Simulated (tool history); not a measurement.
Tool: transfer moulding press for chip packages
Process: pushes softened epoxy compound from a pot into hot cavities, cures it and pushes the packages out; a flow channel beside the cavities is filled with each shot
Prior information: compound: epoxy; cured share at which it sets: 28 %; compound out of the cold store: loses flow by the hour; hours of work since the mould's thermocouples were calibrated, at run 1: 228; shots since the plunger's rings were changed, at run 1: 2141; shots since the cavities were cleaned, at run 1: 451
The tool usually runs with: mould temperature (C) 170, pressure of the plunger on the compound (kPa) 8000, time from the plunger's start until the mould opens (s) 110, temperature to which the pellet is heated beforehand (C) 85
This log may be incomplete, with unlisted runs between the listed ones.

run	day	mould temperature (C)	pressure of the plunger on the compound (kPa)	time from the plunger's start until the mould opens (s)	temperature to which the pellet is heated beforehand (C)	hours of work since the mould's thermocouples were calibrated	shots since the plunger's rings were changed	shots since the cavities were cleaned	incoming compound's hours out of the cold store	length that the compound runs in the flow channel (mm)	greatest force on the pins that push the packages out (N)
1	0.000	170	8000	110	85	228	2141	451	20.0	833	658
2	0.375	170	8000	110	85	232	2218	528	23.2	815	672
# day 0.542: cavities cleaned with cleaning compound and waxed
3	0.738	170	8000	110	85	236	2279	40	39.4	724	777
4	0.954	170	8000	110	85	239	2323	84	30.8	770	768
5	1.179	170	8000	110	85	242	2370	131	24.5	807	785
6	1.467	170	8000	110	85	245	2429	190	17.9	843	788
7	1.729	170	8000	110	85	248	2482	243	36.0	739	751
8	2.004	170	8000	110	85	252	2539	300	18.2	840	787
# day 2.100: cavities cleaned with cleaning compound and waxed, once more
9	2.325	170	8000	110	85	255	2592	46	16.8	849	425
10	2.625	170	8000	110	85	259	2654	108	20.5	824	476
11	3.083	170	8000	110	84	264	2747	201	44.6	696	496
12	3.408	170	8000	110	84	268	2814	268	22.2	815	590
13	3.646	170	8000	110	84	271	2863	317	42.0	711	595
14	3.983	170	8000	128	85	275	2932	386	25.1	797	527
15	4.346	170	8000	128	85	280	3006	460	21.0	821	546

Forecast run 16:
16	4.742	173	9840	90	93	285	3088	542	11.5	?	?

Run 16 yielded length that the compound runs in the flow channel (mm) 960, greatest force on the pins that push the packages out (N) 915.
With the hidden condition absent and the run-to-run variation left alone, this run would have shown length that the compound runs in the flow channel (mm) 986, greatest force on the pins that push the packages out (N) 468.
